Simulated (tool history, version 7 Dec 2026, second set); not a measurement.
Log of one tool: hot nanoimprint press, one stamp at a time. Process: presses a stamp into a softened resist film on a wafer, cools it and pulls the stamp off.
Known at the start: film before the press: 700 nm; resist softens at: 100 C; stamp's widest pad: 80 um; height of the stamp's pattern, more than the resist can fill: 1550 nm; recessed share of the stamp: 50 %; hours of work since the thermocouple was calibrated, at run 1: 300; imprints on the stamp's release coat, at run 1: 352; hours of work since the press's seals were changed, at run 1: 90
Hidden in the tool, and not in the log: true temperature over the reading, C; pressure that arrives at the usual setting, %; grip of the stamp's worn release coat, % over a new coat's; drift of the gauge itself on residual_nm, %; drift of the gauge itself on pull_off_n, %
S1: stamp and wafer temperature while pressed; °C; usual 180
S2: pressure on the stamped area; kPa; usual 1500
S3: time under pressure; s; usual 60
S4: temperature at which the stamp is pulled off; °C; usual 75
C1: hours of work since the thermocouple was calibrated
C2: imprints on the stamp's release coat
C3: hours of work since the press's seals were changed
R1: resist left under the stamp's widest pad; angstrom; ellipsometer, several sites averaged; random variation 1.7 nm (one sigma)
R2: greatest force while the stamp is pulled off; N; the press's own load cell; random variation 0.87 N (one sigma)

run 1 hour=0 | S1=180 S2=1500 S3=60 S4=75 | C1=300 C2=352 C3=90 | R1=4027 R2=177.1
run 2 hour=7.2 | S1=180 S2=1500 S3=60 S4=75 | C1=303 C2=369 C3=94 | R1=4038 R2=177.9
run 3 hour=15.3 | S1=180 S2=1500 S3=60 S4=75 | C1=307 C2=389 C3=98 | R1=4068 R2=176.4
run 4 hour=26.7 | S1=180 S2=1500 S3=60 S4=75 | C1=313 C2=417 C3=104 | R1=4092 R2=179
run 5 hour=34.2 | S1=173 S2=1500 S3=60 S4=75 | C1=317 C2=436 C3=108 | R1=4921 R2=180.5
run 6 hour=45.6 | S1=180 S2=1500 S3=60 S4=75 | C1=323 C2=464 C3=113 | R1=4088 R2=181.1
run 7 hour=52 | S1=180 S2=1500 S3=60 S4=75 | C1=326 C2=479 C3=117 | R1=4063 R2=181.5
run 8 hour=57.4 | S1=180 S2=1500 S3=60 S4=75 | C1=329 C2=492 C3=119 | R1=4070 R2=180.8
-- hour=69 stamp cleaned and given a new release coat
run 9 hour=72 | S1=180 S2=1500 S3=60 S4=75 | C1=333 C2=8 C3=124 | R1=4081 R2=170
run 10 hour=78.7 | S1=172 S2=1830 S3=58 S4=65 | C1=336 C2=24 C3=127 | R1=4704 R2=182.9
run 11 hour=88.4 | S1=188 S2=2160 S3=58 S4=73 | C1=341 C2=48 C3=132 | R1=2697 R2=173
run 12 hour=99 | S1=169 S2=1500 S3=67 S4=75 | C1=347 C2=74 C3=137 | R1=5241 R2=170.1
run 13 hour=106.1 | S1=180 S2=1450 S3=104 S4=65 | C1=350 C2=91 C3=141 | R1=3491 R2=184.8
run 14 hour=116.6 | S1=180 S2=1450 S3=104 S4=65 | C1=356 C2=117 C3=146 | R1=3507 R2=186.5
run 15 hour=122.2 | S1=185 S2=1970 S3=55 S4=75 | C1=358 C2=131 C3=149 | R1=3191 R2=171.8
run 16 hour=127 | S1=185 S2=1970 S3=53 S4=75 | C1=361 C2=143 C3=152 | R1=3225 R2=171.5
run 17 hour=132.6 | S1=174 S2=1560 S3=60 S4=75 | C1=364 C2=157 C3=154 | R1=4763 R2=172.7
run 18 hour=143.6 | S1=172 S2=1500 S3=30 S4=65 | C1=369 C2=184 C3=160 | R1=5713 R2=186.6

Measured less the same run without the tool's hidden state. The same run-to-run variation is in both; the gauge's scatter may not be:
run=1 R1=+126 R2=+10
run=2 R1=+127 R2=+10.4
run=3 R1=+130 R2=+10.8
run=4 R1=+133 R2=+11.6
run=5 R1=+146 R2=+12.2
run=6 R1=+138 R2=+12.9
run=7 R1=+139 R2=+13.3
run=8 R1=+140 R2=+13.5
run=9 R1=+143 R2=+1.8
run=10 R1=+164 R2=+2.2
run=11 R1=+111 R2=+2.8
run=12 R1=+158 R2=+3.4
run=13 R1=+141 R2=+4
run=14 R1=+144 R2=+4.7
run=15 R1=+135 R2=+4.9
run=16 R1=+137 R2=+5.2
run=17 R1=+171 R2=+5.6
run=18 R1=+137 R2=+6.6
